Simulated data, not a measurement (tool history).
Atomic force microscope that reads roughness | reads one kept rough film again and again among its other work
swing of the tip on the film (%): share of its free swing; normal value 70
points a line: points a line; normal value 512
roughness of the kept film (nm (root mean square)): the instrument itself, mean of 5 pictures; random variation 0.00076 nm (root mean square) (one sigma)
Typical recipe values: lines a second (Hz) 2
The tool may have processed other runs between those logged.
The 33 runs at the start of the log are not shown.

| run | day | lines a second (Hz) | swing of the tip on the film (%) | points a line | roughness of the kept film (nm (root mean square)) |
|---|---|---|---|---|---|
|  | 43.471 | new tip fitted |
| 34 | 45.071 | 1.3 | 79 | 547 | 0.5402 |
| 35 | 46.012 | 1.3 | 79 | 547 | 0.5404 |
| 36 | 47.425 | 2 | 70 | 477 | 0.5395 |
| 37 | 48.446 | 2 | 70 | 477 | 0.5374 |
|  | 49.171 | new tip fitted |
| 38 | 50.404 | 0.77 | 71 | 343 | 0.5504 |
| 39 | 52.392 | 1.14 | 66 | 817 | 0.5498 |
| 40 | 53.708 | 1.93 | 66 | 372 | 0.5416 |
| 41 | 54.683 | 2 | 78 | 291 | 0.527 |
|  | 54.825 | new tip fitted |
| 42 | 56.158 | 2 | 78 | 291 | 0.5316 |
| 43 | 57.608 | 0.66 | 62 | 321 | 0.5515 |
| 44 | 59.167 | 0.66 | 62 | 321 | 0.5507 |
|  | 60.458 | new tip fitted |
| 45 | 61.1 | 0.66 | 62 | 321 | 0.553 |
| 46 | 63.054 | 0.74 | 76 | 512 | 0.5475 |
| 47 | 64.017 | 0.74 | 76 | 512 | 0.5456 |
|  | 66.092 | new tip fitted |
| 48 | 66.092 | 2 | 70 | 804 | 0.5412 |
| 49 | 68.062 | 0.9 | 68 | 871 | 0.548 |
| 50 | 69.721 | 1.16 | 75 | 297 | 0.5401 |
| 51 | 71.238 | 1.16 | 75 | 297 | 0.5388 |
|  | 71.696 | new tip fitted |
| 52 | 72.692 | 1.55 | 70 | 465 | 0.5414 |

Branching from run 52: 3 alternative next runs. What would each branch give?
| A | 74.35 | 1.11 | 77 | 559 | ? |
| B | 74.35 | 3.9 | 70 | 413 | ? |
| C | 74.35 | 1.55 | 70 | 343 | ? |

| run | roughness of the kept film (nm (root mean square)) |
|---|---|
| A | 0.54 |
| B | 0.5232 |
| C | 0.5408 |
Take away the tool's hidden state, keep each run's random variation, and the runs would have read:
| run | roughness of the kept film (nm (root mean square)) |
|---|---|
| A | 0.5527 |
| B | 0.5355 |
| C | 0.5535 |
